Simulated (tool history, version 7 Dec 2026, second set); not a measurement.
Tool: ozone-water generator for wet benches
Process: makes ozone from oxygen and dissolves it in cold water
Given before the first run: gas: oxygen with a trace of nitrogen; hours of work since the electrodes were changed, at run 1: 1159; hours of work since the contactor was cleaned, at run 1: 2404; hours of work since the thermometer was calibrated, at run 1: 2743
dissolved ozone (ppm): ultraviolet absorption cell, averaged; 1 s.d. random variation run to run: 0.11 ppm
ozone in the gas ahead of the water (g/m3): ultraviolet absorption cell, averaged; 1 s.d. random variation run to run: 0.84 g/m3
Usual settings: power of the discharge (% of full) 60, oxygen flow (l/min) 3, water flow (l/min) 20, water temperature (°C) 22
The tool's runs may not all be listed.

run    hour  power of the discharge (% of full)  oxygen flow (l/min)  water flow (l/min)  water temperature (°C)  hours of work since the electrodes were changed  hours of work since the contactor was cleaned  hours of work since the thermometer was calibrated  dissolved ozone (ppm)  ozone in the gas ahead of the water (g/m3)
  1       0                                  60                    3                  20                      22                                             1159                                           2404                                                2743                    8.3                                       128.4
  2    96.4                                  60                    3                  20                      21                                             1234                                           2479                                                2818                    8.3                                         131
  3   204.7                                  60                    3                  20                      22                                             1318                                           2563                                                2902                    8.2                                       129.2
  4   311.1                                  60                    3                  20                      22                                             1400                                           2645                                                2985                    8.2                                       128.1
      377.8  -- contactor cleaned
  5   380.4                                  60                    3                  20                      22                                             1451                                              2                                                3035                    8.4                                       128.7
  6   470.7                                  60                    3                  29                      22                                             1521                                             72                                                3105                    6.1                                       127.5
  7   540.9                                  60                    3                  29                      22                                             1576                                            126                                                3160                    5.9                                       127.3
  8   640.7                                  60                    3                  20                      14                                             1653                                            204                                                3237                    9.5                                       128.7
  9   734.1                                  60                    3                  20                      22                                             1725                                            276                                                3310                    8.4                                       127.8
 10   791.9                                  60                    3                  20                      22                                             1770                                            321                                                3355                    8.6                                       126.4
 11   845.9                                  60                    3                  20                      22                                             1812                                            363                                                3396                    8.4                                       127.5
 12   906.2                                  60                    3                  20                      23                                             1859                                            410                                                3443                    8.5                                       126.2
 13   953.6                                  60                    3                  20                      22                                             1896                                            447                                                3480                    8.4                                       127.3
 14  1053.7                                  60                    3                  20                      22                                             1973                                            524                                                3558                    8.4                                       126.3
 15  1129.1                                  60                    3                  20                      22                                             2032                                            583                                                3616                    8.4                                       125.7
 16  1183.5                                  80                    3                  20                      22                                             2074                                            625                                                3658                   10.5                                       154.6
 17  1274.3                                  60                 3.24                  20                      25                                             2145                                            695                                                3729                    7.7                                       119.4
 18  1353.1                                  42                    3                  20                      22                                             2206                                            757                                                3790                    6.5                                        94.7
 19  1452.5                                  42                    3                  20                      22                                             2283                                            834                                                3867                    6.3                                        94.6
 20  1500.3                                  42                    3                  20                      22                                             2320                                            871                                                3904                    6.2                                          94
 21  1548.1                                  64                    3                  21                      22                                             2357                                            908                                                3941                    8.3                                       130.1
 22  1631.7                                  64                 2.04                  21                      22                                             2422                                            973                                                4006                    7.8                                       168.2
 23  1736.6                                  64                 2.04                  21                      22                                             2503                                           1054                                                4087                    7.9                                       166.4
 24  1802.4                                  60                 2.29                  20                      28                                             2554                                           1105                                                4138                    7.6                                       147.1
 25  1877.9                                  60                 2.29                  20                      28                                             2613                                           1164                                                4197                    7.5                                       146.7
 26  1938.2                                  59                 3.04                  20                      22                                             2659                                           1210                                                4244                    7.9                                       119.3
 27  2022.9                                  59                 3.04                  20                      22                                             2725                                           1276                                                4309                    7.9                                       118.7
 28  2096.7                                  59                 3.41                  25                      22                                             2782                                           1333                                                4367                    6.3                                       109.5
 29  2185.1                                  58                 4.81                  29                      22                                             2851                                           1402                                                4435                    5.5                                        85.6
 30    2288                                  44                 2.04                  19                      18                                             2931                                           1482                                                4515                    6.8                                       125.3
 31  2379.1                                  48                 3.44                  13                      29                                             3002                                           1552                                                4586                    8.4                                        93.7
 32  2466.9                                  98                 3.48                  17                      24                                             3070                                           1621                                                4654                   12.3                                       154.8

What differs in the tool's unlogged condition from the final listed run ahead of each entry between runs to the first listed run following it?
After run 4, before run 5: contactor cleaned (hour 377.8)
  yield of the discharge, % of new electrodes': 93.9 -> 93.7; contactor's efficiency, % of a clean one's: 88.5 -> 99.6
  what was measured, less what the result would be without the hidden state, dissolved ozone (ppm): -1.1 -> -0.6; ozone in the gas ahead of the water (g/m3): -7.3 -> -7.5

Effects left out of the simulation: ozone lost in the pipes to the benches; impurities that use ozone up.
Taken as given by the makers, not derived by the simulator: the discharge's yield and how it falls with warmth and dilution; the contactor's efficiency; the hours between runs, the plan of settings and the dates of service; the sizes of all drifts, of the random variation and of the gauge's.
